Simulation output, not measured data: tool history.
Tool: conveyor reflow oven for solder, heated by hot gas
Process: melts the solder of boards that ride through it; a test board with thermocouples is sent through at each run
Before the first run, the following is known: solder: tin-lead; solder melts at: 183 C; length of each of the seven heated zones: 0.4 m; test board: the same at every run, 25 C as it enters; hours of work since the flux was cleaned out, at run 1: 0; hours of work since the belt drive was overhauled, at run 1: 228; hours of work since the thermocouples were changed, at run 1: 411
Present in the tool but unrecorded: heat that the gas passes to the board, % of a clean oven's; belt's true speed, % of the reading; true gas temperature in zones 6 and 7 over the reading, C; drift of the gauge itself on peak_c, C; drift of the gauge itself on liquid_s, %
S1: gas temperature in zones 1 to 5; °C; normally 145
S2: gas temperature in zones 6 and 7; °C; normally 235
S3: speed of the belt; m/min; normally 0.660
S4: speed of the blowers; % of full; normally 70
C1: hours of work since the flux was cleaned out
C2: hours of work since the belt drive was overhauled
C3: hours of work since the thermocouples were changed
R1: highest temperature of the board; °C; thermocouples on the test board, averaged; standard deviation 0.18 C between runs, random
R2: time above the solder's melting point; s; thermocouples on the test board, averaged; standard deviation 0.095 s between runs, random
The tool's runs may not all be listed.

| run | hour | S1 | S2 | S3 | S4 | C1 | C2 | C3 | R1 | R2 |
|---|---|---|---|---|---|---|---|---|---|---|
| 1 | 0.0 | 145 | 235 | 0.660 | 70 | 0 | 228 | 411 | 221.9 | 60.57 |
| 2 | 7.5 | 145 | 235 | 0.660 | 70 | 4 | 232 | 415 | 221.7 | 60.36 |
| 3 | 17.7 | 145 | 235 | 0.660 | 70 | 9 | 237 | 420 | 221.9 | 60.41 |
| 4 | 25.8 | 145 | 246 | 0.660 | 70 | 13 | 241 | 424 | 231.7 | 65.76 |
| 5 | 38.5 | 145 | 246 | 0.660 | 70 | 19 | 247 | 430 | 231.6 | 65.89 |
| 6 | 47.9 | 145 | 242 | 0.660 | 70 | 24 | 252 | 435 | 227.8 | 63.89 |
| 7 | 60.0 | 145 | 242 | 0.660 | 70 | 30 | 258 | 441 | 228.1 | 63.77 |
| 8 | 66.5 | 145 | 242 | 0.660 | 70 | 33 | 261 | 444 | 227.7 | 63.89 |
| 9 | 74.5 | 145 | 235 | 0.660 | 70 | 37 | 265 | 448 | 221.6 | 60.36 |
| 10 | 86.2 | 145 | 235 | 0.660 | 70 | 43 | 271 | 453 | 221.4 | 60.60 |
| 11 | 96.6 | 145 | 235 | 0.660 | 70 | 48 | 276 | 459 | 221.6 | 60.40 |
| 12 | 104.8 | 145 | 235 | 0.660 | 67 | 52 | 280 | 463 | 220.8 | 60.04 |
| 13 | 116.0 | 145 | 235 | 0.660 | 67 | 57 | 285 | 468 | 220.7 | 59.92 |
|  | 121.9 | flux residue cleaned out of gas plates and filters |
| 14 | 130.5 | 145 | 235 | 0.660 | 67 | 4 | 290 | 473 | 220.9 | 59.94 |
| 15 | 142.5 | 145 | 235 | 0.660 | 67 | 10 | 296 | 479 | 220.9 | 59.72 |
| 16 | 152.8 | 145 | 235 | 0.680 | 53 | 15 | 301 | 484 | 216.9 | 54.95 |
| 17 | 159.6 | 138 | 235 | 0.643 | 63 | 19 | 304 | 487 | 219.3 | 57.93 |
| 18 | 170.6 | 138 | 235 | 0.643 | 63 | 24 | 310 | 493 | 219.5 | 58.23 |
| 19 | 183.3 | 138 | 235 | 0.643 | 63 | 30 | 316 | 499 | 219.8 | 58.24 |
|  | 193.7 | flux residue cleaned out of gas plates and filters, once more |
| 20 | 196.5 | 138 | 235 | 0.643 | 63 | 1 | 320 | 503 | 220.3 | 58.90 |
| 21 | 203.6 | 145 | 235 | 0.562 | 77 | 5 | 324 | 507 | 226.5 | 75.27 |
| 22 | 215.1 | 153 | 226 | 0.639 | 51 | 11 | 329 | 512 | 212.5 | 59.22 |
| 23 | 223.0 | 138 | 231 | 0.660 | 70 | 14 | 333 | 516 | 217.3 | 55.33 |
| 24 | 233.3 | 143 | 226 | 0.662 | 52 | 20 | 338 | 521 | 210.4 | 50.36 |
| 25 | 240.9 | 143 | 226 | 0.662 | 52 | 23 | 342 | 525 | 209.9 | 50.32 |
| 26 | 251.1 | 147 | 235 | 0.661 | 56 | 28 | 347 | 530 | 219.1 | 59.65 |
| 27 | 260.1 | 147 | 235 | 0.661 | 56 | 33 | 352 | 534 | 219.4 | 59.47 |
| 28 | 271.7 | 147 | 235 | 0.661 | 56 | 39 | 357 | 540 | 219.5 | 59.20 |
| 29 | 279.6 | 145 | 243 | 0.660 | 84 | 42 | 361 | 544 | 230.9 | 65.67 |
| 30 | 289.9 | 145 | 227 | 0.660 | 55 | 48 | 366 | 549 | 211.9 | 53.21 |

Difference, measured minus no-hidden-state, one row per run. Run-to-run variation is common to both terms; the gauge's own scatter need not be:
| run | R1 | R2 |
|---|---|---|
| 1 | -0.5 | -0.09 |
| 2 | -0.5 | -0.10 |
| 3 | -0.5 | -0.12 |
| 4 | -0.5 | -0.03 |
| 5 | -0.6 | -0.04 |
| 6 | -0.6 | -0.10 |
| 7 | -0.7 | -0.12 |
| 8 | -0.7 | -0.12 |
| 9 | -0.7 | -0.22 |
| 10 | -0.7 | -0.24 |
| 11 | -0.7 | -0.26 |
| 12 | -0.8 | -0.28 |
| 13 | -0.8 | -0.31 |
| 14 | -1.0 | -0.43 |
| 15 | -0.9 | -0.45 |
| 16 | -0.9 | -0.55 |
| 17 | -1.1 | -0.57 |
| 18 | -1.1 | -0.60 |
| 19 | -1.1 | -0.63 |
| 20 | -0.2 | +0.14 |
| 21 | -0.3 | +0.19 |
| 22 | -0.3 | +0.08 |
| 23 | -0.3 | +0.05 |
| 24 | -0.4 | -0.02 |
| 25 | -0.4 | -0.05 |
| 26 | -0.3 | +0.05 |
| 27 | -0.4 | +0.03 |
| 28 | -0.5 | +0.01 |
| 29 | -0.6 | +0.09 |
| 30 | -0.5 | -0.15 |
